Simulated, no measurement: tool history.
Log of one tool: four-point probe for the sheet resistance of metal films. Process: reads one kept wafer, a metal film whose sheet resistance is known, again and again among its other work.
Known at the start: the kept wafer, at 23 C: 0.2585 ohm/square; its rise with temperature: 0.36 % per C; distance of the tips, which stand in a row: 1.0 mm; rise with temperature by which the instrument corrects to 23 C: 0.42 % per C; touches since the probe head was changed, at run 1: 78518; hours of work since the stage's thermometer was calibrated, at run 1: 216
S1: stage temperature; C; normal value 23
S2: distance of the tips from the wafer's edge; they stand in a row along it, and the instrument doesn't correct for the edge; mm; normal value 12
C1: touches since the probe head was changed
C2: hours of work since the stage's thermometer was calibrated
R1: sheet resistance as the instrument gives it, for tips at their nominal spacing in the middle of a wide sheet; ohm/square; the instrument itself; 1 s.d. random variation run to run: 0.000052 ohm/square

Run 1, hour 0: usual settings; C1 78518; C2 216. Result: R1 0.260031 ohm/square.
Run 2, hour 70.6: usual settings but S2 11 mm; C1 80021; C2 257. Result: R1 0.260182 ohm/square.
Run 3, hour 128.7: usual settings but S2 11 mm; C1 81257; C2 292. Result: R1 0.260406 ohm/square.
Run 4, hour 208.3: usual settings; C1 82951; C2 338. Result: R1 0.260176 ohm/square.
Run 5, hour 305.2: usual settings but S1 32 C; C1 85014; C2 395. Result: R1 0.259084 ohm/square.
Run 6, hour 375.7: usual settings; C1 86514; C2 437. Result: R1 0.260306 ohm/square.
Run 7, hour 464.8: usual settings; C1 88411; C2 489. Result: R1 0.260319 ohm/square.
Run 8, hour 536.2: usual settings; C1 89929; C2 531. Result: R1 0.260362 ohm/square.
Run 9, hour 578.2: usual settings; C1 90823; C2 556. Result: R1 0.260314 ohm/square.
Run 10, hour 662.3: usual settings; C1 92613; C2 605. Result: R1 0.260419 ohm/square.
Run 11, hour 718.6: usual settings but S2 11 mm; C1 93811; C2 638. Result: R1 0.26061 ohm/square.
Run 12, hour 815.3: usual settings but S2 11 mm; C1 95870; C2 695. Result: R1 0.260577 ohm/square.
Run 13, hour 885.5: usual settings but S2 11 mm; C1 97362; C2 736. Result: R1 0.260668 ohm/square.
Run 14, hour 950: usual settings but S2 11 mm; C1 98735; C2 774. Result: R1 0.260661 ohm/square.
Run 15, hour 1010.3: usual settings but S2 11 mm; C1 100019; C2 810. Result: R1 0.260785 ohm/square.
Run 16, hour 1057.1: usual settings but S1 22 C, S2 9 mm; C1 101016; C2 837. Result: R1 0.261453 ohm/square.
Run 17, hour 1143.7: usual settings but S1 22 C, S2 9 mm; C1 102859; C2 888. Result: R1 0.261511 ohm/square.
At hour 1152.8: stage's thermometer calibrated.
Run 18, hour 1238: usual settings but S1 30 C; C1 104854; C2 50. Result: R1 0.259631 ohm/square.
Run 19, hour 1292.5: usual settings but S1 22 C; C1 106013; C2 82. Result: R1 0.260772 ohm/square.
At hour 1368.5: stage's thermometer calibrated, once more.
Run 20, hour 1381.9: usual settings but S2 9 mm; C1 107905; C2 8. Result: R1 0.261346 ohm/square.
Run 21, hour 1460.3: usual settings but S1 29 C, S2 17 mm; C1 109575; C2 54. Result: R1 0.25932 ohm/square.
Run 22, hour 1507: usual settings but S1 29 C, S2 17 mm; C1 110568; C2 81. Result: R1 0.259386 ohm/square.
Run 23, hour 1586.4: usual settings but S2 52 mm; C1 112259; C2 128. Result: R1 0.259705 ohm/square.
Run 24, hour 1672.5: usual settings but S1 22 C, S2 17 mm; C1 114091; C2 179. Result: R1 0.260383 ohm/square.
Run 25, hour 1712.7: usual settings but S2 56 mm; C1 114945; C2 202. Result: R1 0.259839 ohm/square.
Run 26, hour 1780.5: usual settings but S1 21 C; C1 116389; C2 242. Result: R1 0.26104 ohm/square.
Run 27, hour 1875.5: usual settings but S1 21 C, S2 64 mm; C1 118411; C2 298. Result: R1 0.260125 ohm/square.
Run 28, hour 1938.9: usual settings but S1 21 C, S2 64 mm; C1 119759; C2 335. Result: R1 0.260215 ohm/square.
Run 29, hour 1989.3: usual settings but S1 21 C, S2 64 mm; C1 120833; C2 365. Result: R1 0.260158 ohm/square.

What if the next run were any one of these 4? Each begins from the tool's condition after run 29:
Run A, hour 2066.2: usual settings but S1 20 C, S2 64 mm; C1 122470; C2 410. Result: R1 ?.
Run B, hour 2066.2: usual settings but S1 19 C, S2 36 mm; C1 122470; C2 410. Result: R1 ?.
Run C, hour 2066.2: usual settings but S1 32 C, S2 21 mm; C1 122470; C2 410. Result: R1 ?.
Run D, hour 2066.2: usual settings but S1 29 C; C1 122470; C2 410. Result: R1 ?.

run        R1
  A   0.26039
  B  0.260731
  C  0.259004
  D  0.260111
What these runs would have given with no unlogged condition in the tool:
run        R1
  A  0.258971
  B   0.25931
  C  0.257595
  D  0.258697

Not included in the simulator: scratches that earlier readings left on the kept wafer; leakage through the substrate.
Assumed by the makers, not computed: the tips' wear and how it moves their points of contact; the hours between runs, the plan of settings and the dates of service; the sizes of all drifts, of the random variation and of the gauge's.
